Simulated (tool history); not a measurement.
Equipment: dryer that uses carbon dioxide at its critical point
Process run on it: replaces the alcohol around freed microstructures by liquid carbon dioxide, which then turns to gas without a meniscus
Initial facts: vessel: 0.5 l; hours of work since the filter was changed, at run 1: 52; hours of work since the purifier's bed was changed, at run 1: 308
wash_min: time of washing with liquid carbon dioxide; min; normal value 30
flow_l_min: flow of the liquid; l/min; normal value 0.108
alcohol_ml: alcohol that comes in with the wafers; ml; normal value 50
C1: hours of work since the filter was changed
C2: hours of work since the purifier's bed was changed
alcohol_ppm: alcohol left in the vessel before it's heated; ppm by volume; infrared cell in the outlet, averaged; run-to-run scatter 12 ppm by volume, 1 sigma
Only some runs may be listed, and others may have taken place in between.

run 1 hour=0.0 | wash_min=30 flow_l_min=0.108 alcohol_ml=50 | C1=52 C2=308 | alcohol_ppm=1024
run 2 hour=22.7 | wash_min=30 flow_l_min=0.184 alcohol_ml=50 | C1=62 C2=319 | alcohol_ppm=99
run 3 hour=48.3 | wash_min=30 flow_l_min=0.184 alcohol_ml=50 | C1=73 C2=330 | alcohol_ppm=108
run 4 hour=72.1 | wash_min=30 flow_l_min=0.184 alcohol_ml=50 | C1=84 C2=341 | alcohol_ppm=114
run 5 hour=89.2 | wash_min=30 flow_l_min=0.184 alcohol_ml=50 | C1=92 C2=348 | alcohol_ppm=130
run 6 hour=104.7 | wash_min=30 flow_l_min=0.184 alcohol_ml=50 | C1=98 C2=355 | alcohol_ppm=124
run 7 hour=124.4 | wash_min=30 flow_l_min=0.108 alcohol_ml=50 | C1=107 C2=364 | alcohol_ppm=1269
run 8 hour=150.2 | wash_min=30 flow_l_min=0.108 alcohol_ml=50 | C1=119 C2=375 | alcohol_ppm=1341
run 9 hour=173.2 | wash_min=30 flow_l_min=0.108 alcohol_ml=50 | C1=129 C2=385 | alcohol_ppm=1381
run 10 hour=187.9 | wash_min=46 flow_l_min=0.108 alcohol_ml=50 | C1=135 C2=392 | alcohol_ppm=222
run 11 hour=203.5 | wash_min=46 flow_l_min=0.108 alcohol_ml=50 | C1=142 C2=399 | alcohol_ppm=217
run 12 hour=220.9 | wash_min=46 flow_l_min=0.108 alcohol_ml=50 | C1=150 C2=407 | alcohol_ppm=245
run 13 hour=242.5 | wash_min=46 flow_l_min=0.108 alcohol_ml=50 | C1=160 C2=416 | alcohol_ppm=246
run 14 hour=267.2 | wash_min=46 flow_l_min=0.108 alcohol_ml=50 | C1=171 C2=427 | alcohol_ppm=261
run 15 hour=283.1 | wash_min=46 flow_l_min=0.108 alcohol_ml=60 | C1=178 C2=434 | alcohol_ppm=304
-- hour=292.7 inlet filter changed
run 16 hour=309.7 | wash_min=46 flow_l_min=0.108 alcohol_ml=60 | C1=8 C2=446 | alcohol_ppm=145
run 17 hour=322.8 | wash_min=30 flow_l_min=0.104 alcohol_ml=50 | C1=13 C2=451 | alcohol_ppm=986
run 18 hour=350.5 | wash_min=43 flow_l_min=0.108 alcohol_ml=50 | C1=26 C2=464 | alcohol_ppm=182
run 19 hour=371.7 | wash_min=30 flow_l_min=0.108 alcohol_ml=50 | C1=35 C2=473 | alcohol_ppm=960
run 20 hour=383.8 | wash_min=30 flow_l_min=0.108 alcohol_ml=50 | C1=40 C2=478 | alcohol_ppm=1002
run 21 hour=404.9 | wash_min=30 flow_l_min=0.108 alcohol_ml=50 | C1=50 C2=488 | alcohol_ppm=982
run 22 hour=427.9 | wash_min=28 flow_l_min=0.108 alcohol_ml=50 | C1=60 C2=498 | alcohol_ppm=1397
run 23 hour=444.1 | wash_min=20 flow_l_min=0.108 alcohol_ml=50 | C1=67 C2=505 | alcohol_ppm=4783
run 24 hour=473.6 | wash_min=20 flow_l_min=0.108 alcohol_ml=50 | C1=80 C2=518 | alcohol_ppm=5146
run 25 hour=495.8 | wash_min=35 flow_l_min=0.141 alcohol_ml=49 | C1=90 C2=528 | alcohol_ppm=210
run 26 hour=507.9 | wash_min=35 flow_l_min=0.141 alcohol_ml=49 | C1=96 C2=534 | alcohol_ppm=213
run 27 hour=531.9 | wash_min=20 flow_l_min=0.178 alcohol_ml=34 | C1=106 C2=544 | alcohol_ppm=687
run 28 hour=547.5 | wash_min=20 flow_l_min=0.178 alcohol_ml=34 | C1=113 C2=551 | alcohol_ppm=714
run 29 hour=571.2 | wash_min=27 flow_l_min=0.108 alcohol_ml=116 | C1=124 C2=562 | alcohol_ppm=4909
run 30 hour=589.5 | wash_min=30 flow_l_min=0.078 alcohol_ml=50 | C1=132 C2=570 | alcohol_ppm=4472
run 31 hour=616.9 | wash_min=30 flow_l_min=0.078 alcohol_ml=50 | C1=144 C2=582 | alcohol_ppm=4646
run 32 hour=638.7 | wash_min=41 flow_l_min=0.111 alcohol_ml=62 | C1=154 C2=592 | alcohol_ppm=454
run 33 hour=665.7 | wash_min=41 flow_l_min=0.111 alcohol_ml=62 | C1=166 C2=604 | alcohol_ppm=490
run 34 hour=692.6 | wash_min=32 flow_l_min=0.145 alcohol_ml=55 | C1=178 C2=616 | alcohol_ppm=450
-- hour=703.4 inlet filter changed
run 35 hour=705.5 | wash_min=25 flow_l_min=0.108 alcohol_ml=86 | C1=1 C2=621 | alcohol_ppm=2984
run 36 hour=726.0 | wash_min=24 flow_l_min=0.108 alcohol_ml=57 | C1=10 C2=630 | alcohol_ppm=2522
run 37 hour=746.8 | wash_min=31 flow_l_min=0.089 alcohol_ml=90 | C1=19 C2=639 | alcohol_ppm=3031
run 38 hour=760.7 | wash_min=22 flow_l_min=0.068 alcohol_ml=23 | C1=25 C2=645 | alcohol_ppm=4976
run 39 hour=780.7 | wash_min=25 flow_l_min=0.106 alcohol_ml=29 | C1=34 C2=654 | alcohol_ppm=1299
run 40 hour=800.2 | wash_min=25 flow_l_min=0.106 alcohol_ml=29 | C1=43 C2=663 | alcohol_ppm=1375
run 41 hour=829.3 | wash_min=25 flow_l_min=0.106 alcohol_ml=29 | C1=56 C2=676 | alcohol_ppm=1407
run 42 hour=851.0 | wash_min=25 flow_l_min=0.106 alcohol_ml=29 | C1=66 C2=685 | alcohol_ppm=1466
run 43 hour=875.1 | wash_min=25 flow_l_min=0.098 alcohol_ml=21 | C1=76 C2=696 | alcohol_ppm=1423
run 44 hour=903.8 | wash_min=25 flow_l_min=0.098 alcohol_ml=21 | C1=89 C2=709 | alcohol_ppm=1506
run 45 hour=916.7 | wash_min=40 flow_l_min=0.147 alcohol_ml=99 | C1=95 C2=715 | alcohol_ppm=191
run 46 hour=935.5 | wash_min=40 flow_l_min=0.147 alcohol_ml=99 | C1=103 C2=723 | alcohol_ppm=200
run 47 hour=956.9 | wash_min=26 flow_l_min=0.088 alcohol_ml=78 | C1=113 C2=733 | alcohol_ppm=6863

Here are 3 independent what-if runs from the current tool condition. What would each one return?
run A hour=977.0 | wash_min=30 flow_l_min=0.127 alcohol_ml=55 | C1=122 C2=741 | alcohol_ppm=?
run B hour=977.0 | wash_min=25 flow_l_min=0.086 alcohol_ml=33 | C1=122 C2=741 | alcohol_ppm=?
run C hour=977.0 | wash_min=21 flow_l_min=0.088 alcohol_ml=78 | C1=122 C2=741 | alcohol_ppm=?

run=A alcohol_ppm=823
run=B alcohol_ppm=3783
run=C alcohol_ppm=13306
Without the tool's unlogged condition, the same runs would have read:
run=A alcohol_ppm=341
run=B alcohol_ppm=2414
run=C alcohol_ppm=9212
